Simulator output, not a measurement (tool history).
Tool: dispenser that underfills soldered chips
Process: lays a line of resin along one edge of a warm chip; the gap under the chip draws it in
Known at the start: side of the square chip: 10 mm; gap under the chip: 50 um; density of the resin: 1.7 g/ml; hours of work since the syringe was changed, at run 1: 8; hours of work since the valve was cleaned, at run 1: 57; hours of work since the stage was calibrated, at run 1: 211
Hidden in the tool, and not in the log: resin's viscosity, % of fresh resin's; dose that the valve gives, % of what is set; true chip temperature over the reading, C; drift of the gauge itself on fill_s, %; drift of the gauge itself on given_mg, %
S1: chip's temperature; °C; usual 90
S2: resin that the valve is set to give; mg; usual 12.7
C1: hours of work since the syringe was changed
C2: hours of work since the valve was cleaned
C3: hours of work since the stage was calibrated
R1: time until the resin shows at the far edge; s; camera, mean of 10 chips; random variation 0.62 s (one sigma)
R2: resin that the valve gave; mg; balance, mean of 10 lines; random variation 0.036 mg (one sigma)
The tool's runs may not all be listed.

{"run": 1, "hour": 0.0, "S1": 90, "S2": 12.7, "C1": 8, "C2": 57, "C3": 211, "R1": 92.4, "R2": 12.36}
{"hour": 1.8, "done": "new syringe of resin"}
{"run": 2, "hour": 7.7, "S1": 90, "S2": 12.7, "C1": 4, "C2": 62, "C3": 216, "R1": 73.2, "R2": 12.38}
{"run": 3, "hour": 12.1, "S1": 90, "S2": 12.7, "C1": 7, "C2": 64, "C3": 218, "R1": 89.5, "R2": 12.34}
{"hour": 14.5, "done": "new syringe of resin"}
{"run": 4, "hour": 18.8, "S1": 90, "S2": 12.7, "C1": 3, "C2": 69, "C3": 223, "R1": 67.7, "R2": 12.36}
{"hour": 27.3, "done": "new syringe of resin"}
{"run": 5, "hour": 28.1, "S1": 90, "S2": 12.7, "C1": 1, "C2": 75, "C3": 229, "R1": 57.7, "R2": 12.32}
{"run": 6, "hour": 32.4, "S1": 90, "S2": 15.2, "C1": 3, "C2": 78, "C3": 232, "R1": 69.8, "R2": 14.78}
{"run": 7, "hour": 38.8, "S1": 90, "S2": 15.2, "C1": 8, "C2": 82, "C3": 236, "R1": 92.9, "R2": 14.7}
{"hour": 40.1, "done": "new syringe of resin"}
{"run": 8, "hour": 46.7, "S1": 90, "S2": 12.7, "C1": 4, "C2": 87, "C3": 241, "R1": 77.7, "R2": 12.23}
{"hour": 48.9, "done": "dispensing valve cleaned and set on the balance"}
{"hour": 54.0, "done": "new syringe of resin"}
{"run": 9, "hour": 57.5, "S1": 90, "S2": 12.7, "C1": 2, "C2": 6, "C3": 247, "R1": 66.5, "R2": 12.61}
{"run": 10, "hour": 63.8, "S1": 90, "S2": 12.7, "C1": 7, "C2": 10, "C3": 252, "R1": 87.8, "R2": 12.64}
{"hour": 66.7, "done": "new syringe of resin"}
{"run": 11, "hour": 73.3, "S1": 90, "S2": 12.7, "C1": 4, "C2": 16, "C3": 258, "R1": 75.6, "R2": 12.53}
{"hour": 79.4, "done": "new syringe of resin"}
{"run": 12, "hour": 79.8, "S1": 90, "S2": 11.2, "C1": 0, "C2": 20, "C3": 262, "R1": 57.7, "R2": 11.06}
{"run": 13, "hour": 89.4, "S1": 81, "S2": 11.5, "C1": 7, "C2": 26, "C3": 268, "R1": 127.5, "R2": 11.33}
{"hour": 92.1, "done": "new syringe of resin"}
{"run": 14, "hour": 97.1, "S1": 90, "S2": 12.9, "C1": 3, "C2": 31, "C3": 273, "R1": 70.2, "R2": 12.65}
{"hour": 104.8, "done": "new syringe of resin"}
{"run": 15, "hour": 105.1, "S1": 96, "S2": 12.0, "C1": 0, "C2": 37, "C3": 278, "R1": 44.8, "R2": 11.8}
{"run": 16, "hour": 114.4, "S1": 90, "S2": 12.5, "C1": 6, "C2": 43, "C3": 285, "R1": 87.3, "R2": 12.27}
{"hour": 117.9, "done": "new syringe of resin"}
{"run": 17, "hour": 121.4, "S1": 101, "S2": 15.3, "C1": 2, "C2": 47, "C3": 289, "R1": 41.0, "R2": 14.94}
{"run": 18, "hour": 127.5, "S1": 82, "S2": 12.3, "C1": 6, "C2": 51, "C3": 293, "R1": 122.6, "R2": 12.02}
{"hour": 130.9, "done": "new syringe of resin"}
{"run": 19, "hour": 135.0, "S1": 102, "S2": 13.2, "C1": 3, "C2": 56, "C3": 298, "R1": 44.0, "R2": 12.89}
{"run": 20, "hour": 141.3, "S1": 104, "S2": 12.8, "C1": 7, "C2": 60, "C3": 302, "R1": 51.5, "R2": 12.5}
{"hour": 144.0, "done": "new syringe of resin"}
{"run": 21, "hour": 149.8, "S1": 86, "S2": 14.1, "C1": 4, "C2": 66, "C3": 308, "R1": 84.6, "R2": 13.64}
{"run": 22, "hour": 155.7, "S1": 86, "S2": 14.1, "C1": 8, "C2": 70, "C3": 312, "R1": 111.0, "R2": 13.7}
{"hour": 156.7, "done": "new syringe of resin"}
{"run": 23, "hour": 162.4, "S1": 78, "S2": 13.8, "C1": 4, "C2": 74, "C3": 316, "R1": 122.8, "R2": 13.36}
{"hour": 169.2, "done": "new syringe of resin"}
{"run": 24, "hour": 172.1, "S1": 78, "S2": 13.8, "C1": 2, "C2": 80, "C3": 322, "R1": 108.5, "R2": 13.28}

Hidden state or all else? Some run-to-run changes of R1, split into what the settings, what came in and random variation would give without the hidden state, and what is left for the hidden state (with any gauge scatter that isn't in both results):
Run 12 -> 13: S1 90 -> 81, S2 11.2 -> 11.5. R1 +69.8 s: hidden state +46.4, all else +23.4.
Run 17 -> 18: S1 101 -> 82, S2 15.3 -> 12.3. R1 +81.6 s: hidden state +38.5, all else +43.1.
Run 18 -> 19: S1 82 -> 102, S2 12.3 -> 13.2, new syringe of resin. R1 -78.6 s: hidden state -36.2, all else -42.4.
